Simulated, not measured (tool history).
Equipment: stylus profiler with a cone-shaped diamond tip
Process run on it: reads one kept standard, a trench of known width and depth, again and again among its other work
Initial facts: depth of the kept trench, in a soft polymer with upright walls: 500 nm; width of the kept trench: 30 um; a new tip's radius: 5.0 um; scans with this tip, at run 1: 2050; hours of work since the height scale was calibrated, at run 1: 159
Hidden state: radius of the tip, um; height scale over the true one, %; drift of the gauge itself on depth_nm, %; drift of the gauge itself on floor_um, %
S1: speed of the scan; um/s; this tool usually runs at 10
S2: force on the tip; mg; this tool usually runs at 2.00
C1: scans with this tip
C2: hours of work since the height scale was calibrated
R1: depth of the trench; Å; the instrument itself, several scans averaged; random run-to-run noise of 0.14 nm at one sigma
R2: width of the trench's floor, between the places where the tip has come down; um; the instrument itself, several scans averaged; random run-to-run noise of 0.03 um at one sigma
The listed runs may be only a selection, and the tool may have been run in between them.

Run 1, hour 0.0: usual settings; C1 2050; C2 159. Result: R1 5064.2 Å, R2 25.49 um.
Run 2, hour 23.8: usual settings but S2 5.75 mg; C1 2211; C2 171. Result: R1 5129.6 Å, R2 25.54 um.
Run 3, hour 43.6: usual settings but S1 2 um/s, S2 5.75 mg; C1 2344; C2 182. Result: R1 5131.6 Å, R2 25.55 um.
Run 4, hour 64.9: usual settings but S1 2 um/s, S2 5.75 mg; C1 2488; C2 193. Result: R1 5132.4 Å, R2 25.50 um.
Run 5, hour 81.6: usual settings but S1 2 um/s, S2 5.75 mg; C1 2601; C2 201. Result: R1 5130.8 Å, R2 25.50 um.
Run 6, hour 105.4: usual settings but S1 2 um/s, S2 5.75 mg; C1 2761; C2 214. Result: R1 5134.7 Å, R2 25.46 um.
Run 7, hour 126.1: usual settings but S1 2 um/s, S2 5.75 mg; C1 2901; C2 225. Result: R1 5134.4 Å, R2 25.48 um.
Run 8, hour 144.8: usual settings but S2 5.73 mg; C1 3027; C2 235. Result: R1 5131.2 Å, R2 25.48 um.
Run 9, hour 158.9: usual settings but S1 2 um/s; C1 3122; C2 242. Result: R1 5067.2 Å, R2 25.54 um.
Run 10, hour 180.7: usual settings but S1 16 um/s; C1 3270; C2 253. Result: R1 5066.5 Å, R2 25.45 um.
Run 11, hour 194.9: usual settings but S1 16 um/s; C1 3365; C2 261. Result: R1 5067.2 Å, R2 25.49 um.
Run 12, hour 211.1: usual settings; C1 3475; C2 269. Result: R1 5069.7 Å, R2 25.38 um.
Run 13, hour 234.0: usual settings; C1 3630; C2 281. Result: R1 5067.1 Å, R2 25.39 um.
Run 14, hour 258.0: usual settings; C1 3791; C2 294. Result: R1 5068.9 Å, R2 25.40 um.
Run 15, hour 271.7: usual settings but S1 30 um/s, S2 3.92 mg; C1 3884; C2 301. Result: R1 5108.7 Å, R2 25.36 um.
Run 16, hour 286.6: usual settings but S1 30 um/s, S2 3.92 mg; C1 3985; C2 309. Result: R1 5107.5 Å, R2 25.34 um.
Run 17, hour 311.4: usual settings but S2 1.05 mg; C1 4152; C2 322. Result: R1 5047.1 Å, R2 25.39 um.
Run 18, hour 325.5: usual settings but S1 4 um/s; C1 4247; C2 329. Result: R1 5070.3 Å, R2 25.42 um.
Run 19, hour 344.2: usual settings but S1 6 um/s; C1 4373; C2 339. Result: R1 5072.0 Å, R2 25.38 um.
Run 20, hour 356.1: usual settings but S1 21 um/s, S2 0.99 mg; C1 4454; C2 345. Result: R1 5048.4 Å, R2 25.31 um.
Run 21, hour 379.7: usual settings but S1 27 um/s, S2 3.25 mg; C1 4613; C2 357. Result: R1 5092.6 Å, R2 25.32 um.
Run 22, hour 394.1: usual settings but S1 9 um/s, S2 1.46 mg; C1 4710; C2 365. Result: R1 5056.9 Å, R2 25.37 um.
Run 23, hour 406.2: usual settings but S1 9 um/s, S2 1.46 mg; C1 4792; C2 371. Result: R1 5057.0 Å, R2 25.34 um.
Run 24, hour 417.5: usual settings but S1 9 um/s, S2 1.46 mg; C1 4868; C2 377. Result: R1 5059.4 Å, R2 25.34 um.
Run 25, hour 439.7: usual settings but S2 3.22 mg; C1 5018; C2 389. Result: R1 5096.1 Å, R2 25.33 um.
Run 26, hour 455.2: usual settings but S1 30 um/s, S2 2.27 mg; C1 5123; C2 397. Result: R1 5078.4 Å, R2 25.28 um.
Run 27, hour 477.1: usual settings but S1 7 um/s, S2 2.27 mg; C1 5271; C2 408. Result: R1 5079.1 Å, R2 25.35 um.
Run 28, hour 494.8: usual settings but S1 7 um/s, S2 2.27 mg; C1 5390; C2 418. Result: R1 5076.7 Å, R2 25.34 um.

Each row is a separate what-if for the run after 28, all from the same tool condition, not one after another. Results?
Run A, hour 513.4: usual settings but S2 3.03 mg; C1 5516; C2 427. Result: R1 ?, R2 ?.
Run B, hour 513.4: usual settings but S1 23 um/s, S2 0.88 mg; C1 5516; C2 427. Result: R1 ?, R2 ?.
Run C, hour 513.4: usual settings but S1 9 um/s, S2 2.27 mg; C1 5516; C2 427. Result: R1 ?, R2 ?.
Run D, hour 513.4: usual settings but S2 1.56 mg; C1 5516; C2 427. Result: R1 ?, R2 ?.
Run E, hour 513.4: usual settings but S1 3 um/s, S2 1.26 mg; C1 5516; C2 427. Result: R1 ?, R2 ?.

run      R1     R2
  A  5092.5  25.36
  B  5042.7  25.31
  C  5076.6  25.33
  D  5063.8  25.31
  E  5056.8  25.38
With no hidden state in the tool, these same runs would have given:
run      R1     R2
  A  5084.5  25.65
  B  5034.8  25.60
  C  5068.6  25.61
  D  5055.8  25.60
  E  5048.8  25.66
